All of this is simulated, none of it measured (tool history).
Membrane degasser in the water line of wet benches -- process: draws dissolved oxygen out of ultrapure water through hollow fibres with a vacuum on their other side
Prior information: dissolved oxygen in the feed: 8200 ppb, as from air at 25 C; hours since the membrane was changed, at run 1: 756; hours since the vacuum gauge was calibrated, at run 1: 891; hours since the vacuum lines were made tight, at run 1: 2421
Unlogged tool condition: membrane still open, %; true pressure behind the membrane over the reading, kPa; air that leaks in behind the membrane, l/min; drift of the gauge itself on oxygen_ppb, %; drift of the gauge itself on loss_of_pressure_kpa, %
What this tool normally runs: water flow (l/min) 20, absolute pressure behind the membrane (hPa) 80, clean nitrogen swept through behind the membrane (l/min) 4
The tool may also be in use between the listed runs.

run	day	water flow (l/min)	absolute pressure behind the membrane (hPa)	clean nitrogen swept through behind the membrane (l/min)	hours since the membrane was changed	hours since the vacuum gauge was calibrated	hours since the vacuum lines were made tight	dissolved oxygen in the water behind the degasser (ppb)	pressure that the water loses in the fibres (hPa)
1	0	20	80	4	756	891	2421	84.3	255.5
2	2.567	32	80	4	817	953	2482	229	413.9
3	4.662	32	80	4	868	1003	2533	229.1	415.2
4	9.733	20	80	4	989	1125	2654	86.2	259.2
5	14.171	20	80	4	1096	1231	2761	85.7	257
6	17.642	20	80	1.61	1179	1315	2844	167.3	259
7	22.567	20	65.4	1.61	1297	1433	2962	124.9	257.5
8	27.046	20	93.4	4	1405	1540	3070	99.3	257.9
9	31.146	18	87.1	4	1503	1639	3168	77.1	232
10	34.75	20	165.3	4	1590	1725	3255	185.3	261.6
11	37.167	20	74.9	2.81	1648	1783	3313	100.1	260.7
12	39.429	20	74.5	8.78	1702	1837	3367	51.2	261
# day 39.804: vacuum gauge calibrated
13	44.233	20	74.5	8.78	1817	106	3482	50.8	261.5
14	48.129	12	169.7	6.78	1910	200	3575	64	156
15	51.388	12	169.7	6.78	1988	278	3654	63.6	155.4
16	56.267	12	169.7	6.78	2106	395	3771	64.2	156.2

Some steps in dissolved oxygen in the water behind the degasser (ppb) between neighbouring runs. How much of each would the tool show without its hidden state too (settings, what came in, random variation), and how much is left for the hidden state, with any gauge scatter that isn't in both results?
Run 1 -> 2: water flow (l/min) 20 -> 32. dissolved oxygen in the water behind the degasser (ppb) +144.7: hidden state +1.9, all else +142.8.
